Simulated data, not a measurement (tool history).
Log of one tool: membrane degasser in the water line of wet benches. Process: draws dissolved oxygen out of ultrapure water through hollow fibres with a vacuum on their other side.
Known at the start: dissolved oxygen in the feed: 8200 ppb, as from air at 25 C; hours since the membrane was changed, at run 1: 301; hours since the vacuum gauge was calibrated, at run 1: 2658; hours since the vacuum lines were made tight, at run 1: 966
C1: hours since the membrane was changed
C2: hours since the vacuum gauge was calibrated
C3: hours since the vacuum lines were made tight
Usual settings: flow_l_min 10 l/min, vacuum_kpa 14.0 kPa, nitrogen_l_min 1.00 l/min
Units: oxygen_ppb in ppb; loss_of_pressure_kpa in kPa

{"run": 1, "hour": 0.0, "flow_l_min": 10, "vacuum_kpa": 14.0, "nitrogen_l_min": 1.0, "C1": 301, "C2": 2658, "C3": 966, "oxygen_ppb": 262.9, "loss_of_pressure_kpa": 64.8}
{"run": 2, "hour": 31.6, "flow_l_min": 10, "vacuum_kpa": 14.0, "nitrogen_l_min": 1.0, "C1": 333, "C2": 2690, "C3": 998, "oxygen_ppb": 261.4, "loss_of_pressure_kpa": 65.35}
{"run": 3, "hour": 60.9, "flow_l_min": 10, "vacuum_kpa": 14.0, "nitrogen_l_min": 1.0, "C1": 362, "C2": 2719, "C3": 1027, "oxygen_ppb": 260.7, "loss_of_pressure_kpa": 64.96}
{"run": 4, "hour": 87.7, "flow_l_min": 10, "vacuum_kpa": 19.0, "nitrogen_l_min": 1.0, "C1": 389, "C2": 2746, "C3": 1054, "oxygen_ppb": 370.8, "loss_of_pressure_kpa": 64.86}
{"run": 5, "hour": 107.9, "flow_l_min": 10, "vacuum_kpa": 14.0, "nitrogen_l_min": 1.0, "C1": 409, "C2": 2766, "C3": 1074, "oxygen_ppb": 262.6, "loss_of_pressure_kpa": 65.2}
{"run": 6, "hour": 126.3, "flow_l_min": 10, "vacuum_kpa": 14.0, "nitrogen_l_min": 1.0, "C1": 428, "C2": 2784, "C3": 1092, "oxygen_ppb": 264.9, "loss_of_pressure_kpa": 64.57}
{"run": 7, "hour": 168.4, "flow_l_min": 10, "vacuum_kpa": 17.5, "nitrogen_l_min": 1.0, "C1": 470, "C2": 2826, "C3": 1134, "oxygen_ppb": 338.8, "loss_of_pressure_kpa": 64.37}
{"run": 8, "hour": 208.2, "flow_l_min": 10, "vacuum_kpa": 17.5, "nitrogen_l_min": 1.0, "C1": 510, "C2": 2866, "C3": 1174, "oxygen_ppb": 338.8, "loss_of_pressure_kpa": 64.54}
{"run": 9, "hour": 237.3, "flow_l_min": 10, "vacuum_kpa": 17.5, "nitrogen_l_min": 1.0, "C1": 539, "C2": 2895, "C3": 1203, "oxygen_ppb": 344.2, "loss_of_pressure_kpa": 65.06}
{"run": 10, "hour": 273.3, "flow_l_min": 10, "vacuum_kpa": 17.5, "nitrogen_l_min": 1.0, "C1": 575, "C2": 2931, "C3": 1239, "oxygen_ppb": 339.4, "loss_of_pressure_kpa": 64.93}
{"run": 11, "hour": 291.9, "flow_l_min": 10, "vacuum_kpa": 14.0, "nitrogen_l_min": 1.0, "C1": 593, "C2": 2950, "C3": 1258, "oxygen_ppb": 266.1, "loss_of_pressure_kpa": 64.86}
{"run": 12, "hour": 312.4, "flow_l_min": 10, "vacuum_kpa": 14.0, "nitrogen_l_min": 1.0, "C1": 614, "C2": 2970, "C3": 1278, "oxygen_ppb": 266.6, "loss_of_pressure_kpa": 64.65}
{"run": 13, "hour": 344.3, "flow_l_min": 10, "vacuum_kpa": 14.0, "nitrogen_l_min": 1.0, "C1": 646, "C2": 3002, "C3": 1310, "oxygen_ppb": 261.8, "loss_of_pressure_kpa": 64.72}
{"run": 14, "hour": 371.1, "flow_l_min": 10, "vacuum_kpa": 14.0, "nitrogen_l_min": 1.0, "C1": 672, "C2": 3029, "C3": 1337, "oxygen_ppb": 258.8, "loss_of_pressure_kpa": 65.1}
{"run": 15, "hour": 403.2, "flow_l_min": 10, "vacuum_kpa": 14.0, "nitrogen_l_min": 1.0, "C1": 705, "C2": 3061, "C3": 1369, "oxygen_ppb": 259.9, "loss_of_pressure_kpa": 64.39}
{"run": 16, "hour": 426.2, "flow_l_min": 10, "vacuum_kpa": 14.0, "nitrogen_l_min": 2.95, "C1": 728, "C2": 3084, "C3": 1392, "oxygen_ppb": 101.5, "loss_of_pressure_kpa": 64.95}
{"run": 17, "hour": 448.8, "flow_l_min": 12, "vacuum_kpa": 27.6, "nitrogen_l_min": 0.47, "C1": 750, "C2": 3107, "C3": 1415, "oxygen_ppb": 1202.4, "loss_of_pressure_kpa": 77.94}
{"run": 18, "hour": 484.9, "flow_l_min": 10, "vacuum_kpa": 24.5, "nitrogen_l_min": 1.0, "C1": 786, "C2": 3143, "C3": 1451, "oxygen_ppb": 483.7, "loss_of_pressure_kpa": 64.38}
{"run": 19, "hour": 525.4, "flow_l_min": 10, "vacuum_kpa": 20.8, "nitrogen_l_min": 1.84, "C1": 827, "C2": 3183, "C3": 1491, "oxygen_ppb": 240.4, "loss_of_pressure_kpa": 64.84}
{"run": 20, "hour": 564.6, "flow_l_min": 10, "vacuum_kpa": 20.8, "nitrogen_l_min": 1.84, "C1": 866, "C2": 3223, "C3": 1531, "oxygen_ppb": 241.1, "loss_of_pressure_kpa": 65.25}
{"run": 21, "hour": 584.2, "flow_l_min": 10, "vacuum_kpa": 20.8, "nitrogen_l_min": 2.62, "C1": 885, "C2": 3242, "C3": 1550, "oxygen_ppb": 173.4, "loss_of_pressure_kpa": 65.04}
{"run": 22, "hour": 612.4, "flow_l_min": 10, "vacuum_kpa": 20.8, "nitrogen_l_min": 2.62, "C1": 914, "C2": 3270, "C3": 1578, "oxygen_ppb": 174.4, "loss_of_pressure_kpa": 65.16}
{"run": 23, "hour": 656.1, "flow_l_min": 7, "vacuum_kpa": 8.5, "nitrogen_l_min": 1.31, "C1": 957, "C2": 3314, "C3": 1622, "oxygen_ppb": 75.1, "loss_of_pressure_kpa": 45.16}
{"run": 24, "hour": 683.7, "flow_l_min": 7, "vacuum_kpa": 8.5, "nitrogen_l_min": 1.31, "C1": 985, "C2": 3342, "C3": 1650, "oxygen_ppb": 74.4, "loss_of_pressure_kpa": 45.58}
{"run": 25, "hour": 719.7, "flow_l_min": 7, "vacuum_kpa": 8.5, "nitrogen_l_min": 1.31, "C1": 1021, "C2": 3378, "C3": 1686, "oxygen_ppb": 76.1, "loss_of_pressure_kpa": 45.4}
{"run": 26, "hour": 745.7, "flow_l_min": 10, "vacuum_kpa": 8.5, "nitrogen_l_min": 1.21, "C1": 1047, "C2": 3404, "C3": 1712, "oxygen_ppb": 117.3, "loss_of_pressure_kpa": 65.11}
{"run": 27, "hour": 781.2, "flow_l_min": 10, "vacuum_kpa": 16.4, "nitrogen_l_min": 1.21, "C1": 1083, "C2": 3439, "C3": 1747, "oxygen_ppb": 268.2, "loss_of_pressure_kpa": 64.55}
{"run": 28, "hour": 819.6, "flow_l_min": 12, "vacuum_kpa": 8.7, "nitrogen_l_min": 2.05, "C1": 1121, "C2": 3477, "C3": 1786, "oxygen_ppb": 94.8, "loss_of_pressure_kpa": 78.0}
{"run": 29, "hour": 841.8, "flow_l_min": 10, "vacuum_kpa": 19.9, "nitrogen_l_min": 0.45, "C1": 1143, "C2": 3500, "C3": 1808, "oxygen_ppb": 769.0, "loss_of_pressure_kpa": 64.41}
{"run": 30, "hour": 876.3, "flow_l_min": 10, "vacuum_kpa": 19.9, "nitrogen_l_min": 0.45, "C1": 1178, "C2": 3534, "C3": 1842, "oxygen_ppb": 773.7, "loss_of_pressure_kpa": 65.07}
{"run": 31, "hour": 905.2, "flow_l_min": 10, "vacuum_kpa": 19.9, "nitrogen_l_min": 0.45, "C1": 1206, "C2": 3563, "C3": 1871, "oxygen_ppb": 772.2, "loss_of_pressure_kpa": 64.92}

Some steps in oxygen_ppb between neighbouring runs. How much of each would the tool show without its hidden state too (settings, what came in, random variation), and how much is left for the hidden state, with any gauge scatter that isn't in both results?
The hidden state here: membrane still open, %; true pressure behind the membrane over the reading, kPa; air that leaks in behind the membrane, l/min; drift of the gauge itself on oxygen_ppb, %; drift of the gauge itself on loss_of_pressure_kpa, %.
Run 16 -> 17: flow_l_min 10 -> 12, vacuum_kpa 14.0 -> 27.6, nitrogen_l_min 2.95 -> 0.47. oxygen_ppb +1100.9 ppb: hidden state +4.5, all else +1096.4.
Run 17 -> 18: flow_l_min 12 -> 10, vacuum_kpa 27.6 -> 24.5, nitrogen_l_min 0.47 -> 1.00. oxygen_ppb -718.7 ppb: hidden state -2.4, all else -716.3.
Run 28 -> 29: flow_l_min 12 -> 10, vacuum_kpa 8.7 -> 19.9, nitrogen_l_min 2.05 -> 0.45. oxygen_ppb +674.2 ppb: hidden state +4.4, all else +669.8.

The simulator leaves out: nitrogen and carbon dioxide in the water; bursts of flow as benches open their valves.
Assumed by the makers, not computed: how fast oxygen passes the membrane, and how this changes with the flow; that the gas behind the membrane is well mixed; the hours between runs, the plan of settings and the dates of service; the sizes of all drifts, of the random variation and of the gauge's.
